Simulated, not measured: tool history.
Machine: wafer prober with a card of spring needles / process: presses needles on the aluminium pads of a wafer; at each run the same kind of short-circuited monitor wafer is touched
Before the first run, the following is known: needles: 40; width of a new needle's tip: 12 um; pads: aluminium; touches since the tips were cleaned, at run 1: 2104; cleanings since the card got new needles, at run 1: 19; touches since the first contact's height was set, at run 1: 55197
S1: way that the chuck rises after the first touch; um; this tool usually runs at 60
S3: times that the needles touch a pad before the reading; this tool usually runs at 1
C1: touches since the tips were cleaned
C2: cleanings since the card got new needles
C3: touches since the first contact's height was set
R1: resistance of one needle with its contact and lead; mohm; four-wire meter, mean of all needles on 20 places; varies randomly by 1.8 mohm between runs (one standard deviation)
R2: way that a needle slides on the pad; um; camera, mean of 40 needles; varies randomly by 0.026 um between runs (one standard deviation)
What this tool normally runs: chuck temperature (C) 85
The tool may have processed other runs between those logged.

Run 1, hour 0.0: usual settings; C1 2104; C2 19; C3 55197. Result: R1 185 mohm, R2 10.61 um.
At hour 1.3: tips cleaned on abrasive film.
At hour 8.6: tips cleaned on abrasive film.
Run 2, hour 11.5: usual settings; C1 965; C2 21; C3 58919. Result: R1 187 mohm, R2 10.64 um.
At hour 15.9: tips cleaned on abrasive film.
Run 3, hour 20.0: usual settings; C1 1363; C2 22; C3 61687. Result: R1 185 mohm, R2 10.63 um.
At hour 23.4: tips cleaned on abrasive film.
Run 4, hour 25.5: usual settings; C1 703; C2 23; C3 63452. Result: R1 187 mohm, R2 10.62 um.
At hour 31.0: tips cleaned on abrasive film.
Run 5, hour 34.8: usual settings; C1 1262; C2 24; C3 66474. Result: R1 187 mohm, R2 10.65 um.
At hour 38.8: tips cleaned on abrasive film.
Run 6, hour 45.5: usual settings; C1 2205; C2 25; C3 69958. Result: R1 186 mohm, R2 10.54 um.
At hour 46.6: tips cleaned on abrasive film.
Run 7, hour 50.6: usual settings; C1 1334; C2 26; C3 71613. Result: R1 184 mohm, R2 10.55 um.
At hour 54.2: tips cleaned on abrasive film.
Run 8, hour 56.7: usual settings but S1 59 um, chuck temperature (C) 60, S3 3; C1 826; C2 27; C3 73578. Result: R1 180 mohm, R2 10.42 um.
At hour 62.0: tips cleaned on abrasive film.
Run 9, hour 67.4: usual settings but S1 59 um, chuck temperature (C) 60, S3 3; C1 1771; C2 28; C3 77062. Result: R1 181 mohm, R2 10.32 um.
At hour 69.8: tips cleaned on abrasive film.
Run 10, hour 72.8: usual settings but S1 51 um, chuck temperature (C) 98, S3 2; C1 993; C2 29; C3 78802. Result: R1 190 mohm, R2 8.99 um.
At hour 77.1: tips cleaned on abrasive film.
Run 11, hour 84.1: usual settings but S1 51 um, S3 2; C1 2305; C2 30; C3 82470. Result: R1 187 mohm, R2 9.02 um.
At hour 84.7: tips cleaned on abrasive film.
At hour 92.2: tips cleaned on abrasive film.
Run 12, hour 94.4: usual settings but S1 51 um, S3 2; C1 740; C2 32; C3 85798. Result: R1 187 mohm, R2 8.94 um.
At hour 99.9: tips cleaned on abrasive film.
Run 13, hour 100.4: usual settings but S1 51 um, chuck temperature (C) 99; C1 171; C2 33; C3 87724. Result: R1 190 mohm, R2 8.99 um.

Alternative continuations, all from the tool just after run 13; predict every row:
At hour 107.6: tips cleaned on abrasive film.
Run A, hour 111.4: usual settings but S1 52 um, chuck temperature (C) 99; C1 1233; C2 34; C3 91307. Result: R1 ?, R2 ?.
At hour 107.6: tips cleaned on abrasive film.
Run B, hour 111.4: usual settings but S1 51 um, chuck temperature (C) 27; C1 1233; C2 34; C3 91307. Result: R1 ?, R2 ?.
At hour 107.6: tips cleaned on abrasive film.
Run C, hour 111.4: usual settings but chuck temperature (C) 45, S3 2; C1 1233; C2 34; C3 91307. Result: R1 ?, R2 ?.

run   R1     R2
  A  190   9.13
  B  177   8.96
  C  176  10.56
Had the tool no hidden state, the same runs would have come out as:
run   R1     R2
  A  189   9.18
  B  176   9.01
  C  175  10.61
